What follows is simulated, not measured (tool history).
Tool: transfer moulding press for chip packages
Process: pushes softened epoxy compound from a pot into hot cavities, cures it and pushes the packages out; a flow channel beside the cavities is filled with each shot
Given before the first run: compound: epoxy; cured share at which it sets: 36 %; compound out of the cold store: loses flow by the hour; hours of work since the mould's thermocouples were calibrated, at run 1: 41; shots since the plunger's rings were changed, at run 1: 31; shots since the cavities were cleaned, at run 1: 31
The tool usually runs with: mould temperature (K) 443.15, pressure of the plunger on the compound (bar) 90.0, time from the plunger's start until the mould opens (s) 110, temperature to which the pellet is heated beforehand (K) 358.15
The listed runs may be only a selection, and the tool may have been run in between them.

run   hour  mould temperature (K)  pressure of the plunger on the compound (bar)  time from the plunger's start until the mould opens (s)  temperature to which the pellet is heated beforehand (K)  hours of work since the mould's thermocouples were calibrated  shots since the plunger's rings were changed  shots since the cavities were cleaned  incoming compound's hours out of the cold store  length that the compound runs in the flow channel (mm)  greatest force on the pins that push the packages out (N)
  1    0.0                 443.15                                           90.0                                                      110                                                    358.15                                                             41                                            31                                     31                                             39.7                                                     694                                                        521
      34.7  -- cavities cleaned with cleaning compound and waxed
  2   43.2                 443.15                                           90.0                                                      110                                                    358.15                                                             71                                           514                                     99                                             47.2                                                     687                                                        575
  3   67.3                 443.15                                           90.0                                                      110                                                    358.15                                                             89                                           794                                    379                                             29.9                                                     722                                                        845
      71.3  -- cavities cleaned with cleaning compound and waxed
  4  103.6                 443.15                                           90.0                                                      110                                                    358.15                                                            115                                          1197                                    374                                             32.6                                                     713                                                        833
     107.9  -- cavities cleaned with cleaning compound and waxed
     145.3  -- cavities cleaned with cleaning compound and waxed
  5  145.3                 443.15                                           90.0                                                      110                                                    358.15                                                            143                                          1646                                      0                                             34.7                                                     710                                                        475
  6  170.2                 443.15                                           90.0                                                      110                                                    358.15                                                            162                                          1934                                    288                                             34.6                                                     699                                                        790
     184.8  -- cavities cleaned with cleaning compound and waxed
  7  213.2                 443.15                                           90.0                                                      110                                                    349.15                                                            192                                          2416                                    329                                             36.7                                                     699                                                        826
     223.6  -- cavities cleaned with cleaning compound and waxed
  8  239.5                 443.15                                           90.0                                                      110                                                    358.15                                                            211                                          2704                                    185                                             20.5                                                     732                                                        750
     261.2  -- cavities cleaned with cleaning compound and waxed
  9  282.5                 443.15                                           90.0                                                      110                                                    356.15                                                            241                                          3184                                    246                                             31.5                                                     707                                                        712
     299.4  -- cavities cleaned with cleaning compound and waxed
 10  322.6                 443.15                                           90.0                                                      110                                                    356.15                                                            270                                          3632                                    269                                             36.3                                                     696                                                        780
     337.6  -- cavities cleaned with cleaning compound and waxed
 11  363.1                 443.15                                           90.0                                                      110                                                    356.15                                                            298                                          4084                                    295                                             45.6                                                     662                                                        803
     375.5  -- cavities cleaned with cleaning compound and waxed
 12  387.7                 443.15                                           90.0                                                      110                                                    356.15                                                            315                                          4352                                    141                                             33.5                                                     695                                                        657
     413.2  -- cavities cleaned with cleaning compound and waxed
 13  416.6                 443.15                                           90.0                                                      110                                                    358.15                                                            336                                          4670                                     40                                             33.4                                                     696                                                        560
     426.0  -- plunger's sealing rings changed
 14  450.3                 443.15                                           90.0                                                      110                                                    358.15                                                            359                                           281                                    401                                             13.9                                                     774                                                        870
     455.3  -- cavities cleaned with cleaning compound and waxed
     466.5  -- mould's thermocouples calibrated
 15  481.4                 445.15                                           75.6                                                      110                                                    360.15                                                             11                                           602                                    279                                             41.2                                                     645                                                        721
     495.1  -- cavities cleaned with cleaning compound and waxed
 16  504.1                 445.15                                           75.6                                                      110                                                    360.15                                                             27                                           848                                    104                                             25.1                                                     677                                                        581
     532.5  -- cavities cleaned with cleaning compound and waxed
 17  532.5                 445.15                                           92.3                                                      110                                                    356.15                                                             46                                          1160                                      0                                             44.1                                                     694                                                        432
 18  567.3                 448.15                                           83.0                                                      135                                                    358.15                                                             72                                          1563                                    403                                             10.1                                                     736                                                        669
     572.4  -- cavities cleaned with cleaning compound and waxed
 19  603.6                 443.15                                           90.0                                                      127                                                    350.15                                                             98                                          1967                                    362                                             40.8                                                     689                                                        706
     610.7  -- cavities cleaned with cleaning compound and waxed
 20  633.4                 447.15                                           90.0                                                      110                                                    358.15                                                            119                                          2295                                    263                                             36.7                                                     689                                                        680
     648.6  -- cavities cleaned with cleaning compound and waxed
 21  668.8                 439.15                                           90.0                                                      110                                                    358.15                                                            144                                          2688                                    234                                             26.0                                                     737                                                       1033
     686.7  -- mould's thermocouples calibrated, once more
     688.2  -- cavities cleaned with cleaning compound and waxed
 22  699.5                 440.15                                           90.0                                                       97                                                    358.15                                                              8                                          3004                                    132                                             47.6                                                     672                                                        956
     725.3  -- cavities cleaned with cleaning compound and waxed
 23  735.1                 449.15                                           85.4                                                      110                                                    358.15                                                             33                                          3399                                    114                                             40.9                                                     649                                                        517
     761.9  -- cavities cleaned with cleaning compound and waxed
 24  766.3                 445.15                                           71.6                                                      110                                                    365.15                                                             55                                          3743                                     50                                             24.7                                                     640                                                        494
 25  787.1                 443.15                                           95.9                                                      110                                                    358.15                                                             71                                          3984                                    291                                             31.0                                                     733                                                        794

Forecast each of these 4 alternatives for the next run:
     801.6  -- cavities cleaned with cleaning compound and waxed
  A  817.1                 448.15                                          102.2                                                       98                                                    358.15                                                             92                                          4314                                    178                                             29.5                                                       ?                                                          ?
     801.6  -- cavities cleaned with cleaning compound and waxed
  B  817.1                 443.15                                           76.1                                                      110                                                    358.15                                                             92                                          4314                                    178                                             17.7                                                       ?                                                          ?
     801.6  -- cavities cleaned with cleaning compound and waxed
  C  817.1                 443.15                                           88.4                                                      119                                                    352.15                                                             92                                          4314                                    178                                             22.0                                                       ?                                                          ?
     801.6  -- cavities cleaned with cleaning compound and waxed
  D  817.1                 443.15                                           82.5                                                      126                                                    352.15                                                             92                                          4314                                    178                                             27.9                                                       ?                                                          ?

run  length that the compound runs in the flow channel (mm)  greatest force on the pins that push the packages out (N)
  A                                                     736                                                        628
  B                                                     674                                                        722
  C                                                     719                                                        649
  D                                                     676                                                        607
Without the tool's hidden state the same runs would have given:
run  length that the compound runs in the flow channel (mm)  greatest force on the pins that push the packages out (N)
  A                                                     762                                                        412
  B                                                     697                                                        469
  C                                                     744                                                        426
  D                                                     700                                                        396
